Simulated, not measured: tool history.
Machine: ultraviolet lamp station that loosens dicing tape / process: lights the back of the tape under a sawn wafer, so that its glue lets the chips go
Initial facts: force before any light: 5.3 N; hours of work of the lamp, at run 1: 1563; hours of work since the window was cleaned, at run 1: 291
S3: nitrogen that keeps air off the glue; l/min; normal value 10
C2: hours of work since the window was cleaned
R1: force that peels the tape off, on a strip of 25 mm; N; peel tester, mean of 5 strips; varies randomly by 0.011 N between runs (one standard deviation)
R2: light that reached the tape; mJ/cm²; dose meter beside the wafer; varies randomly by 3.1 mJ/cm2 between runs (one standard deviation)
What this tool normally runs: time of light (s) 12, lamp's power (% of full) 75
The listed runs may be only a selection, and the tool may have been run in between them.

run 1 hour=0 | time_of_light_(s)=12 lamp's_power_(%_of_full)=75 S3=10 | hours_of_work_of_the_lamp=1563 C2=291 | R1=1.017 R2=327
-- hour=20.6 window cleaned of glue's vapour
run 2 hour=46.5 | time_of_light_(s)=12 lamp's_power_(%_of_full)=75 S3=10 | hours_of_work_of_the_lamp=1588 C2=14 | R1=1.172 R2=293
run 3 hour=111.8 | time_of_light_(s)=12 lamp's_power_(%_of_full)=75 S3=10 | hours_of_work_of_the_lamp=1624 C2=50 | R1=1.278 R2=290
run 4 hour=173.1 | time_of_light_(s)=12 lamp's_power_(%_of_full)=75 S3=10 | hours_of_work_of_the_lamp=1657 C2=83 | R1=1.268 R2=278
run 5 hour=209 | time_of_light_(s)=18 lamp's_power_(%_of_full)=75 S3=10 | hours_of_work_of_the_lamp=1677 C2=103 | R1=0.661 R2=406
run 6 hour=240.4 | time_of_light_(s)=18 lamp's_power_(%_of_full)=75 S3=10 | hours_of_work_of_the_lamp=1694 C2=120 | R1=0.686 R2=409
run 7 hour=287.7 | time_of_light_(s)=13 lamp's_power_(%_of_full)=75 S3=10 | hours_of_work_of_the_lamp=1720 C2=146 | R1=1.302 R2=288
run 8 hour=325.7 | time_of_light_(s)=13 lamp's_power_(%_of_full)=75 S3=10 | hours_of_work_of_the_lamp=1741 C2=167 | R1=1.248 R2=282
run 9 hour=364.3 | time_of_light_(s)=16 lamp's_power_(%_of_full)=75 S3=10 | hours_of_work_of_the_lamp=1762 C2=188 | R1=0.925 R2=344
-- hour=368.9 window cleaned of glue's vapour, once more
run 10 hour=422.4 | time_of_light_(s)=12 lamp's_power_(%_of_full)=75 S3=5 | hours_of_work_of_the_lamp=1793 C2=29 | R1=1.378 R2=347
run 11 hour=477.2 | time_of_light_(s)=12 lamp's_power_(%_of_full)=75 S3=5 | hours_of_work_of_the_lamp=1823 C2=59 | R1=1.411 R2=340
run 12 hour=544.4 | time_of_light_(s)=12 lamp's_power_(%_of_full)=75 S3=5 | hours_of_work_of_the_lamp=1860 C2=96 | R1=1.468 R2=334
run 13 hour=574.3 | time_of_light_(s)=21 lamp's_power_(%_of_full)=75 S3=5 | hours_of_work_of_the_lamp=1876 C2=112 | R1=0.595 R2=571
run 14 hour=614.4 | time_of_light_(s)=12 lamp's_power_(%_of_full)=87 S3=15 | hours_of_work_of_the_lamp=1898 C2=134 | R1=0.635 R2=374
run 15 hour=666.5 | time_of_light_(s)=16 lamp's_power_(%_of_full)=75 S3=4 | hours_of_work_of_the_lamp=1927 C2=163 | R1=1.233 R2=427
-- hour=682.3 lamp changed
run 16 hour=709.5 | time_of_light_(s)=21 lamp's_power_(%_of_full)=75 S3=14 | hours_of_work_of_the_lamp=15 C2=186 | R1=0.126 R2=752
run 17 hour=739.4 | time_of_light_(s)=21 lamp's_power_(%_of_full)=75 S3=14 | hours_of_work_of_the_lamp=31 C2=202 | R1=0.143 R2=742
run 18 hour=769.4 | time_of_light_(s)=20 lamp's_power_(%_of_full)=61 S3=10 | hours_of_work_of_the_lamp=48 C2=218 | R1=0.328 R2=573
run 19 hour=840.9 | time_of_light_(s)=20 lamp's_power_(%_of_full)=61 S3=10 | hours_of_work_of_the_lamp=87 C2=257 | R1=0.365 R2=556
run 20 hour=893.8 | time_of_light_(s)=23 lamp's_power_(%_of_full)=75 S3=10 | hours_of_work_of_the_lamp=116 C2=286 | R1=0.161 R2=769
-- hour=923 window cleaned of glue's vapour
run 21 hour=935.7 | time_of_light_(s)=9 lamp's_power_(%_of_full)=73 S3=10 | hours_of_work_of_the_lamp=138 C2=7 | R1=0.972 R2=331
run 22 hour=996.5 | time_of_light_(s)=21 lamp's_power_(%_of_full)=64 S3=15 | hours_of_work_of_the_lamp=171 C2=40 | R1=0.166 R2=684

Here are 5 independent what-if runs from the current tool condition. What would each one return?
run A hour=1032.4 | time_of_light_(s)=12 lamp's_power_(%_of_full)=71 S3=14 | hours_of_work_of_the_lamp=191 C2=60 | R1=? R2=?
run B hour=1032.4 | time_of_light_(s)=7 lamp's_power_(%_of_full)=64 S3=15 | hours_of_work_of_the_lamp=191 C2=60 | R1=? R2=?
run C hour=1032.4 | time_of_light_(s)=12 lamp's_power_(%_of_full)=84 S3=17 | hours_of_work_of_the_lamp=191 C2=60 | R1=? R2=?
run D hour=1032.4 | time_of_light_(s)=11 lamp's_power_(%_of_full)=75 S3=10 | hours_of_work_of_the_lamp=191 C2=60 | R1=? R2=?
run E hour=1032.4 | time_of_light_(s)=10 lamp's_power_(%_of_full)=65 S3=14 | hours_of_work_of_the_lamp=191 C2=60 | R1=? R2=?

run=A R1=0.513 R2=424
run=B R1=1.481 R2=228
run=C R1=0.312 R2=501
run=D R1=0.685 R2=416
run=E R1=0.862 R2=321
What these runs would have given with no unlogged condition in the tool:
run=A R1=0.447 R2=452
run=B R1=1.364 R2=242
run=C R1=0.267 R2=534
run=D R1=0.604 R2=443
run=E R1=0.769 R2=342
